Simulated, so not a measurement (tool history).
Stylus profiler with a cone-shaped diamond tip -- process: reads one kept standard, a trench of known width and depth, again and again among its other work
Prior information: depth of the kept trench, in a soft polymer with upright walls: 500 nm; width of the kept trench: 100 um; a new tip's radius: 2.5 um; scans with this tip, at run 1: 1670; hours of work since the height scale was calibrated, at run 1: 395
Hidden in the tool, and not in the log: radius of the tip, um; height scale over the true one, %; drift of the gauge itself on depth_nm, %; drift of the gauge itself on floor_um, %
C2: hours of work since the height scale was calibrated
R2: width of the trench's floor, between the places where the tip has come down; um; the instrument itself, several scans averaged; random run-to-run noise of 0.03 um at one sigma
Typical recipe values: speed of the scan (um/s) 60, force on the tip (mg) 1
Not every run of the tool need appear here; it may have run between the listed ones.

run 1 hour=0 | speed_of_the_scan_(um/s)=60 force_on_the_tip_(mg)=1 | scans_with_this_tip=1670 C2=395 | depth_of_the_trench_(Å)=5039 R2=96.42
run 2 hour=63.8 | speed_of_the_scan_(um/s)=53 force_on_the_tip_(mg)=1 | scans_with_this_tip=1869 C2=443 | depth_of_the_trench_(Å)=5040.4 R2=96.52
run 3 hour=135.1 | speed_of_the_scan_(um/s)=60 force_on_the_tip_(mg)=1 | scans_with_this_tip=2091 C2=495 | depth_of_the_trench_(Å)=5042 R2=96.36
run 4 hour=192.6 | speed_of_the_scan_(um/s)=60 force_on_the_tip_(mg)=1 | scans_with_this_tip=2271 C2=538 | depth_of_the_trench_(Å)=5040.8 R2=96.38
run 5 hour=228.5 | speed_of_the_scan_(um/s)=60 force_on_the_tip_(mg)=1 | scans_with_this_tip=2383 C2=564 | depth_of_the_trench_(Å)=5042.2 R2=96.37
run 6 hour=285.7 | speed_of_the_scan_(um/s)=60 force_on_the_tip_(mg)=1 | scans_with_this_tip=2561 C2=607 | depth_of_the_trench_(Å)=5042.6 R2=96.34
run 7 hour=343.6 | speed_of_the_scan_(um/s)=60 force_on_the_tip_(mg)=1 | scans_with_this_tip=2742 C2=649 | depth_of_the_trench_(Å)=5042.7 R2=96.32
run 8 hour=413.5 | speed_of_the_scan_(um/s)=60 force_on_the_tip_(mg)=1 | scans_with_this_tip=2960 C2=701 | depth_of_the_trench_(Å)=5041.6 R2=96.31
run 9 hour=467.7 | speed_of_the_scan_(um/s)=60 force_on_the_tip_(mg)=1 | scans_with_this_tip=3129 C2=741 | depth_of_the_trench_(Å)=5043.1 R2=96.3
run 10 hour=516.3 | speed_of_the_scan_(um/s)=60 force_on_the_tip_(mg)=1 | scans_with_this_tip=3280 C2=777 | depth_of_the_trench_(Å)=5042.1 R2=96.33
run 11 hour=552.6 | speed_of_the_scan_(um/s)=60 force_on_the_tip_(mg)=1 | scans_with_this_tip=3394 C2=804 | depth_of_the_trench_(Å)=5043 R2=96.31
run 12 hour=637.5 | speed_of_the_scan_(um/s)=60 force_on_the_tip_(mg)=1 | scans_with_this_tip=3659 C2=867 | depth_of_the_trench_(Å)=5043.8 R2=96.32
run 13 hour=706.6 | speed_of_the_scan_(um/s)=60 force_on_the_tip_(mg)=1 | scans_with_this_tip=3874 C2=918 | depth_of_the_trench_(Å)=5044.2 R2=96.29
run 14 hour=784.9 | speed_of_the_scan_(um/s)=60 force_on_the_tip_(mg)=0.84 | scans_with_this_tip=4118 C2=975 | depth_of_the_trench_(Å)=5039.6 R2=96.14
run 15 hour=867.4 | speed_of_the_scan_(um/s)=60 force_on_the_tip_(mg)=0.84 | scans_with_this_tip=4375 C2=1036 | depth_of_the_trench_(Å)=5041.2 R2=96.23
run 16 hour=921.2 | speed_of_the_scan_(um/s)=60 force_on_the_tip_(mg)=0.84 | scans_with_this_tip=4544 C2=1076 | depth_of_the_trench_(Å)=5041.3 R2=96.25

Run 17, settings as shown, results not yet in. Your forecast:
-- hour=929 height scale calibrated on a step standard
run 17 hour=969.4 | speed_of_the_scan_(um/s)=16 force_on_the_tip_(mg)=1.25 | scans_with_this_tip=4692 C2=30 | depth_of_the_trench_(Å)=? R2=?

depth of the trench (Å): 5054.7
R2: 96.52 um
Without the tool's hidden state the same run would have given depth of the trench (Å) 5046.7, R2 96.87 um.
